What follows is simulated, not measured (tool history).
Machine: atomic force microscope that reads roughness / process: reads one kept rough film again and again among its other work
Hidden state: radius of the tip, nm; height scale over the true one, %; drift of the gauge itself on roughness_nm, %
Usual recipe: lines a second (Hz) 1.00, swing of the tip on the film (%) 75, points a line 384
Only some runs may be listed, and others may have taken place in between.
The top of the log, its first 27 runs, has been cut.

run,hour,lines a second (Hz),swing of the tip on the film (%),points a line,pictures with this tip,hours of work since the height scale was calibrated,roughness of the kept film (nm (root mean square))
28,1367.7,2.73,75,384,190,276,0.872
# hour 1388.4: new tip fitted
29,1407.0,2.73,75,384,35,300,0.955
30,1468.6,1.84,56,384,149,339,0.973
# hour 1512.9: new tip fitted
31,1528.4,1.00,58,384,28,377,1.072
32,1594.2,1.00,75,305,151,419,0.942
33,1633.7,1.35,81,837,224,444,0.899
# hour 1637.9: new tip fitted
34,1702.9,1.22,70,397,121,487,0.980
# hour 1763.4: new tip fitted
35,1767.7,2.78,60,397,8,528,1.042
36,1812.2,2.59,60,514,90,556,1.006
37,1852.3,0.69,68,290,165,581,0.953
# hour 1891.5: new tip fitted
38,1908.0,1.69,68,708,31,616,1.030
39,1950.6,1.00,75,476,110,643,0.978
40,1996.3,1.35,75,476,195,672,0.928
# hour 2017.7: new tip fitted
41,2061.0,1.00,85,384,80,713,0.961
42,2121.1,1.28,85,824,192,751,0.892
# hour 2141.8: new tip fitted
43,2172.5,3.67,85,722,57,783,0.841
44,2216.2,1.00,79,577,139,811,0.950
# hour 2265.9: new tip fitted
45,2285.0,1.00,71,384,36,854,1.035
46,2319.8,1.00,71,384,101,876,0.977
47,2363.1,0.53,75,948,181,904,0.951
# hour 2393.4: new tip fitted
48,2407.3,2.85,75,985,25,932,0.965
49,2461.0,2.85,75,985,125,966,0.913
# hour 2517.3: new tip fitted
50,2526.8,1.00,75,614,18,1007,1.051

What if the next run were any one of these 5? Each begins from the tool's condition after run 50:
A,2566.7,1.00,80,384,92,1032,?
B,2566.7,1.39,71,677,92,1032,?
C,2566.7,1.26,75,384,92,1032,?
D,2566.7,1.34,63,641,92,1032,?
E,2566.7,2.81,64,436,92,1032,?

run,roughness of the kept film (nm (root mean square))
A,0.981
B,1.000
C,0.978
D,1.014
E,0.973
Had the tool no hidden state, the same runs would have come out as:
run,roughness of the kept film (nm (root mean square))
A,1.059
B,1.079
C,1.056
D,1.094
E,1.049
